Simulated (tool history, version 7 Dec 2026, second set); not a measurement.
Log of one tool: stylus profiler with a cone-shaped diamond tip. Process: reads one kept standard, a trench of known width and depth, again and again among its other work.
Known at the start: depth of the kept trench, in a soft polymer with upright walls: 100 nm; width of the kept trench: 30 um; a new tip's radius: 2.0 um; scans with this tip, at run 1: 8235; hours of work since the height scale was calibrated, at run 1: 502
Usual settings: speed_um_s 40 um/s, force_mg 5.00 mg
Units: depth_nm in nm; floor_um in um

run,hour,speed_um_s,force_mg,scans with this tip,hours of work since the height scale was calibrated,depth_nm,floor_um
1,0.0,40,5.00,8235,502,102.59,28.29
2,92.0,40,5.00,8479,552,102.61,28.29
3,188.1,111,5.00,8734,605,102.60,27.93
4,243.0,111,5.00,8880,636,102.62,27.96
5,296.7,40,5.00,9023,665,102.64,28.29
6,365.8,40,5.00,9206,703,102.67,28.25
7,453.2,40,5.00,9438,751,102.67,28.27
8,544.6,40,5.00,9681,802,102.69,28.29
9,596.8,44,5.00,9820,830,102.70,28.19
10,670.2,44,5.00,10015,871,102.70,28.24
11,726.3,44,5.00,10163,902,102.72,28.19
12,770.1,44,5.00,10280,926,102.69,28.23
13,860.6,44,10.29,10520,976,104.25,28.26
14,929.1,40,5.00,10702,1014,102.75,28.21
15,976.0,34,5.00,10827,1039,102.72,28.25
16,1040.8,34,5.00,10999,1075,102.77,28.25
17,1097.5,23,5.00,11149,1106,102.76,28.28
18,1143.6,23,5.00,11272,1132,102.79,28.30
19,1242.3,40,3.22,11534,1186,102.15,28.17
# hour 1249.8: height scale calibrated on a step standard
20,1325.3,40,6.44,11753,42,103.43,28.21
21,1383.6,29,5.00,11908,74,102.99,28.25
22,1426.0,29,5.00,12021,97,102.99,28.23
23,1482.5,40,5.07,12171,128,103.02,28.20
24,1576.6,24,5.00,12421,180,103.03,28.24
# hour 1674.6: height scale calibrated on a step standard, once more
25,1677.7,106,7.34,12688,2,103.24,27.93
# hour 1697.0: new tip fitted, height scale calibrated
26,1772.8,17,5.00,201,42,102.39,28.65
27,1835.3,17,6.06,367,76,102.78,28.65
28,1905.9,29,4.45,554,115,102.24,28.58
29,1985.6,29,4.45,766,159,102.24,28.59
30,2035.5,74,4.67,898,186,102.34,28.34
31,2128.1,66,3.95,1144,237,102.09,28.35
32,2219.4,66,3.95,1387,288,102.11,28.35
33,2284.0,110,1.73,1558,323,101.20,27.83
34,2374.2,11,3.74,1798,373,102.03,28.64
35,2459.4,38,2.04,2024,420,101.40,28.41
36,2554.2,38,2.04,2276,472,101.40,28.36
37,2611.6,30,1.74,2429,504,101.24,28.43
38,2678.0,14,8.38,2605,540,103.59,28.58
39,2726.5,14,8.38,2734,567,103.57,28.61
40,2790.7,15,10.52,2904,602,104.15,28.57
41,2869.8,31,5.66,3114,646,102.76,28.49
42,2929.5,82,2.40,3273,679,101.58,28.07
43,2995.1,82,2.40,3447,715,101.60,28.08
44,3075.6,89,2.40,3661,759,101.63,28.02
45,3175.9,144,3.04,3927,815,101.92,27.76

5 ways to go on from here, each from the tool as it stands after run 45. What would each give?
A,3269.4,47,5.00,4175,866,?,?
B,3269.4,25,1.72,4175,866,?,?
C,3269.4,28,6.17,4175,866,?,?
D,3269.4,104,5.06,4175,866,?,?
E,3269.4,144,7.70,4175,866,?,?

run,depth_nm,floor_um
A,102.65,28.38
B,101.39,28.44
C,103.00,28.52
D,102.65,28.13
E,103.45,28.06
Without the tool's hidden state the same runs would have given:
run,depth_nm,floor_um
A,102.48,28.54
B,101.22,28.59
C,102.83,28.67
D,102.48,28.28
E,103.28,28.21
